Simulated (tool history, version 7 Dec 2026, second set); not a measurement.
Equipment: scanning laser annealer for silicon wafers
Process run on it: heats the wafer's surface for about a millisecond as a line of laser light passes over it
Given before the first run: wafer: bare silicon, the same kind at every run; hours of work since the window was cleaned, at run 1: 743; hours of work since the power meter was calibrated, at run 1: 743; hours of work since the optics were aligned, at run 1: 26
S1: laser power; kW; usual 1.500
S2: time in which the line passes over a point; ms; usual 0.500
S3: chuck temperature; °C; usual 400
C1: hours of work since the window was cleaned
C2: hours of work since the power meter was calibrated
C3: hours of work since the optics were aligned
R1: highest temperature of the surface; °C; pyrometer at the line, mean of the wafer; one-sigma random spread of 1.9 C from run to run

| run | hour | S1 | S2 | S3 | C1 | C2 | C3 | R1 |
|---|---|---|---|---|---|---|---|---|
| 1 | 0.0 | 1.500 | 0.500 | 400 | 743 | 743 | 26 | 1149 |
| 2 | 30.4 | 1.443 | 0.500 | 400 | 761 | 761 | 44 | 1106 |
| 3 | 62.3 | 1.443 | 0.500 | 400 | 780 | 780 | 63 | 1103 |
| 4 | 92.3 | 1.295 | 0.500 | 400 | 798 | 798 | 81 | 1007 |
| 5 | 105.6 | 1.295 | 0.500 | 400 | 805 | 805 | 88 | 1009 |
| 6 | 133.4 | 1.295 | 0.500 | 400 | 822 | 822 | 105 | 1007 |
| 7 | 151.9 | 1.295 | 0.500 | 400 | 833 | 833 | 116 | 1010 |
| 8 | 167.9 | 1.306 | 0.500 | 400 | 842 | 842 | 125 | 1016 |
| 9 | 195.8 | 1.306 | 0.500 | 400 | 859 | 859 | 142 | 1014 |
| 10 | 223.1 | 1.500 | 0.500 | 400 | 875 | 875 | 158 | 1140 |
| 11 | 252.8 | 1.500 | 0.500 | 374 | 893 | 893 | 176 | 1108 |
| 12 | 283.2 | 1.500 | 0.500 | 374 | 911 | 911 | 194 | 1108 |
| 13 | 307.7 | 1.500 | 0.500 | 374 | 925 | 925 | 208 | 1108 |
| 14 | 335.0 | 1.500 | 0.473 | 400 | 942 | 942 | 225 | 1111 |
| 15 | 362.4 | 1.500 | 0.473 | 400 | 958 | 958 | 241 | 1111 |
|  | 378.4 | window over the wafer cleaned |
| 16 | 381.8 | 1.500 | 0.473 | 400 | 2 | 968 | 251 | 1157 |
| 17 | 403.4 | 1.500 | 0.473 | 400 | 15 | 981 | 264 | 1154 |
| 18 | 433.5 | 1.500 | 0.473 | 400 | 33 | 999 | 282 | 1154 |
| 19 | 449.9 | 1.500 | 0.473 | 400 | 42 | 1009 | 292 | 1155 |
| 20 | 471.1 | 1.500 | 0.473 | 400 | 55 | 1021 | 304 | 1154 |
| 21 | 485.2 | 1.552 | 0.484 | 381 | 63 | 1030 | 313 | 1176 |
| 22 | 509.7 | 1.424 | 0.473 | 381 | 78 | 1044 | 327 | 1082 |
| 23 | 533.2 | 1.284 | 0.351 | 394 | 92 | 1058 | 341 | 910 |
| 24 | 550.3 | 1.284 | 0.351 | 394 | 102 | 1068 | 351 | 908 |
| 25 | 579.5 | 1.466 | 0.437 | 423 | 119 | 1086 | 369 | 1118 |
| 26 | 605.2 | 1.433 | 0.368 | 400 | 135 | 1101 | 384 | 1009 |
| 27 | 619.0 | 1.500 | 0.490 | 381 | 143 | 1109 | 392 | 1143 |
| 28 | 646.3 | 1.500 | 0.490 | 381 | 159 | 1125 | 408 | 1142 |
| 29 | 664.2 | 1.418 | 0.463 | 425 | 170 | 1136 | 419 | 1109 |
| 30 | 678.4 | 1.418 | 0.463 | 425 | 178 | 1144 | 427 | 1106 |
| 31 | 693.4 | 1.418 | 0.463 | 425 | 187 | 1153 | 436 | 1112 |
| 32 | 725.0 | 1.568 | 0.433 | 425 | 206 | 1172 | 455 | 1177 |
| 33 | 756.4 | 1.568 | 0.433 | 418 | 224 | 1191 | 474 | 1166 |
| 34 | 776.3 | 1.339 | 0.378 | 418 | 236 | 1203 | 485 | 980 |
| 35 | 804.6 | 1.339 | 0.378 | 418 | 253 | 1219 | 502 | 979 |
| 36 | 824.0 | 1.375 | 0.379 | 414 | 265 | 1231 | 514 | 999 |
| 37 | 856.0 | 1.375 | 0.379 | 414 | 284 | 1250 | 533 | 997 |
| 38 | 880.8 | 1.416 | 0.379 | 414 | 298 | 1265 | 548 | 1021 |
| 39 | 912.2 | 1.524 | 0.371 | 407 | 317 | 1283 | 566 | 1063 |

What would each run have given without the hidden state, its run-to-run variation left as it was?
The tool's hidden condition here consists of: light that passes the window, % of a clean one's; laser's true power over the reading, %; width of the line over the set one, %; drift of the gauge itself on peak_c, C.
| run | R1 |
|---|---|
| 1 | 1183 |
| 2 | 1139 |
| 3 | 1138 |
| 4 | 1037 |
| 5 | 1040 |
| 6 | 1039 |
| 7 | 1043 |
| 8 | 1050 |
| 9 | 1048 |
| 10 | 1181 |
| 11 | 1150 |
| 12 | 1152 |
| 13 | 1153 |
| 14 | 1155 |
| 15 | 1156 |
| 16 | 1156 |
| 17 | 1155 |
| 18 | 1156 |
| 19 | 1157 |
| 20 | 1157 |
| 21 | 1180 |
| 22 | 1085 |
| 23 | 914 |
| 24 | 911 |
| 25 | 1123 |
| 26 | 1015 |
| 27 | 1151 |
| 28 | 1150 |
| 29 | 1118 |
| 30 | 1115 |
| 31 | 1121 |
| 32 | 1188 |
| 33 | 1178 |
| 34 | 990 |
| 35 | 989 |
| 36 | 1010 |
| 37 | 1009 |
| 38 | 1035 |
| 39 | 1078 |
